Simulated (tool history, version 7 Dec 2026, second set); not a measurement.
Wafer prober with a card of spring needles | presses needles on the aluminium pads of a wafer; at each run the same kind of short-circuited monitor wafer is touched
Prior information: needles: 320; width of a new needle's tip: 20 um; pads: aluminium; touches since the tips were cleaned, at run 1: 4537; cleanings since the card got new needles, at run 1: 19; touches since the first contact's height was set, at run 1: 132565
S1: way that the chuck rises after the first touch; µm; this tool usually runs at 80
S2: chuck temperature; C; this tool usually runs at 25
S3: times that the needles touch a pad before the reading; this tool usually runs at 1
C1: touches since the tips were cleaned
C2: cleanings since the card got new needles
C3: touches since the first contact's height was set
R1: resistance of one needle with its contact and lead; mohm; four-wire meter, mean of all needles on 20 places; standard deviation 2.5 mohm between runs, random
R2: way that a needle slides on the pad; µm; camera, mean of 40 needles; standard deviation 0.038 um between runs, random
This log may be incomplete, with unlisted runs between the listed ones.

run   hour  S1  S2  S3    C1  C2      C3   R1     R2
  1    0.0  80  25   1  4537  19  132565  412  14.96
       4.7  -- tips cleaned on abrasive film
  2   20.7  73  25   1  4837  20  138797  454  13.56
      24.6  -- tips cleaned on abrasive film
      45.2  -- tips cleaned on abrasive film
  3   46.3  73  25   1   330  22  146458  336  13.52
      65.0  -- tips cleaned on abrasive film
  4   65.0  73  25   1     0  23  152077  299  13.52
  5   82.3  73  25   1  5219  23  157296  452  13.52
      84.5  -- tips cleaned on abrasive film
  6   95.5  80  25   1  3309  24  161257  406  14.82
     105.5  -- tips cleaned on abrasive film
     112.8  -- height of the first contact set anew
  7  112.8  80  25   1  2102  25       0  383  15.37
     126.3  -- tips cleaned on abrasive film
  8  135.0  80  25   1  2628  26    6691  385  15.31
     136.6  -- tips cleaned on abrasive film, once more
     157.4  -- tips cleaned on abrasive film
  9  158.6  77  25   1   366  28   13760  313  14.76
 10  174.1  77  25   1  5049  28   18443  421  14.70
     177.1  -- tips cleaned on abrasive film
     197.0  -- tips cleaned on abrasive film
 11  199.1  80  25   1   625  30   25928  330  15.31
     217.3  -- tips cleaned on abrasive film
 12  224.5  80  25   1  2165  31   33558  387  15.23
     238.4  -- tips cleaned on abrasive film
 13  253.7  80  25   1  4629  32   42350  412  15.26
     260.3  -- tips cleaned on abrasive film
 14  271.9  80  25   1  3509  33   47814  408  15.29
     280.4  -- tips cleaned on abrasive film
 15  299.4  80  25   1  5730  34   56097  416  15.17
     301.0  -- tips cleaned on abrasive film
 16  314.3  80  25   1  4008  35   60549  404  15.12

Forecast run 17:
     322.3  -- tips cleaned on abrasive film
 17  331.7  80  25   1  2859  36  65797   ?   ?

R1: 402 mohm
R2: 15.18 µm
Without the tool's hidden state the same run would have given R1 283 mohm, R2 15.39 µm.
